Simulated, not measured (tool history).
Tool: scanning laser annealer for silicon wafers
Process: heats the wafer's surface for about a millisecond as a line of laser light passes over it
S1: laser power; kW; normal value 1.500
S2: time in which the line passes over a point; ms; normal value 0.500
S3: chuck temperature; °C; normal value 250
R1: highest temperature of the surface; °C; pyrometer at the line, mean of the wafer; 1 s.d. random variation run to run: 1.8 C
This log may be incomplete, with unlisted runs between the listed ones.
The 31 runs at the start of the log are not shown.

run   hour     S1     S2   S3    R1
 32  657.8  1.500  0.607  229  1112
 33  684.7  1.500  0.607  229  1110
     706.7  -- optics aligned, line set to its width
 34  710.6  1.508  0.511  213  1026
 35  730.3  1.285  0.511  267   954
 36  743.9  1.435  0.578  286  1110
 37  772.6  1.480  0.455  255  1005
 38  795.0  1.316  0.500  250   948
 39  807.9  1.510  0.568  241  1103
 40  834.3  1.532  0.354  255   932

Each row is a separate what-if for the run after 40, all from the same tool condition, not one after another. Results?
  A  856.4  1.532  0.551  216   ?
  B  856.4  1.342  0.536  241   ?
  C  856.4  1.516  0.500  250   ?

run    R1
  A  1077
  B   982
  C  1057
Stripped of hidden state, with their random variation kept, the same runs would have yielded:
run    R1
  A  1095
  B   997
  C  1074
